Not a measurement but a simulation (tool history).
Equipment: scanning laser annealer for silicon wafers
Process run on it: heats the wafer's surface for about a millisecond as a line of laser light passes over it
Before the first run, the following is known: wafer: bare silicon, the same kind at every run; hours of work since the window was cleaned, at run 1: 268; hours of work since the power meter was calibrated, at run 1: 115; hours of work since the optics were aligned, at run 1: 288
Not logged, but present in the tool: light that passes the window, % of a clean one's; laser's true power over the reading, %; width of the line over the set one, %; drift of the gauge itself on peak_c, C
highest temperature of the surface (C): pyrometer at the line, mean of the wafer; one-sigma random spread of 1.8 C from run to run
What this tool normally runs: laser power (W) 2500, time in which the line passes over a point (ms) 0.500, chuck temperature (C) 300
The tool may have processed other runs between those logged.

run,hour,laser power (W),time in which the line passes over a point (ms),chuck temperature (C),hours of work since the window was cleaned,hours of work since the power meter was calibrated,hours of work since the optics were aligned,highest temperature of the surface (C)
1,0.0,2500,0.500,300,268,115,288,1004
2,13.7,2500,0.500,300,274,121,293,1004
3,23.4,2500,0.500,300,278,125,298,1006
4,38.0,2500,0.500,300,284,131,304,1002
5,46.0,2500,0.564,300,288,134,307,1041
6,58.9,2131,0.564,300,293,140,313,912
7,68.1,2131,0.564,300,297,144,317,913
8,74.2,2500,0.500,300,300,146,319,1002
9,85.0,2500,0.500,300,304,151,324,998
10,94.2,2500,0.500,300,308,155,328,999
11,104.2,2500,0.500,321,312,159,332,1018
# hour 108.4: laser's power meter calibrated
12,119.1,2500,0.472,321,318,5,337,998
13,126.7,2500,0.472,321,321,8,341,1001
14,134.9,2500,0.500,300,324,11,344,999
# hour 148.6: laser's power meter calibrated, once more
15,152.2,2500,0.500,300,330,2,350,996
16,162.1,2641,0.500,300,335,6,354,1047
17,169.3,2641,0.500,300,338,9,358,1048
18,177.2,2641,0.500,300,341,12,361,1045
19,190.8,2641,0.500,300,347,18,367,1046
20,200.3,2641,0.500,300,351,22,371,1045
21,210.3,2470,0.555,335,355,26,375,1060
22,220.0,2419,0.555,267,360,31,379,975
23,231.2,2419,0.485,269,364,35,384,932
24,241.7,2600,0.500,294,369,40,389,1023
25,249.3,2644,0.500,300,372,43,392,1045
26,261.5,2463,0.440,312,377,48,397,957
27,268.1,2463,0.440,312,380,51,400,957
28,277.9,2463,0.440,312,384,55,404,953
29,292.1,2239,0.415,306,390,61,410,866
30,299.4,2500,0.439,300,394,65,413,957
31,310.6,2517,0.406,320,398,69,418,955
32,318.8,2475,0.406,306,402,73,422,929
33,328.5,2397,0.478,294,406,77,426,941
34,336.8,2397,0.478,299,410,81,429,945
35,345.0,2601,0.407,299,413,84,433,954
36,355.3,2683,0.441,328,418,89,437,1038

What if the next run were any one of these 5? Each begins from the tool's condition after run 36:
A,367.8,2417,0.517,303,423,94,443,?
B,367.8,2683,0.441,265,423,94,443,?
C,367.8,2683,0.398,328,423,94,443,?
D,367.8,2392,0.441,281,423,94,443,?
E,367.8,2399,0.355,300,423,94,443,?

run,highest temperature of the surface (C)
A,980
B,974
C,1003
D,902
E,858
The same runs, with their run-to-run variation unchanged, on a tool lacking any hidden condition would have given:
run,highest temperature of the surface (C)
A,1005
B,1000
C,1028
D,924
E,878

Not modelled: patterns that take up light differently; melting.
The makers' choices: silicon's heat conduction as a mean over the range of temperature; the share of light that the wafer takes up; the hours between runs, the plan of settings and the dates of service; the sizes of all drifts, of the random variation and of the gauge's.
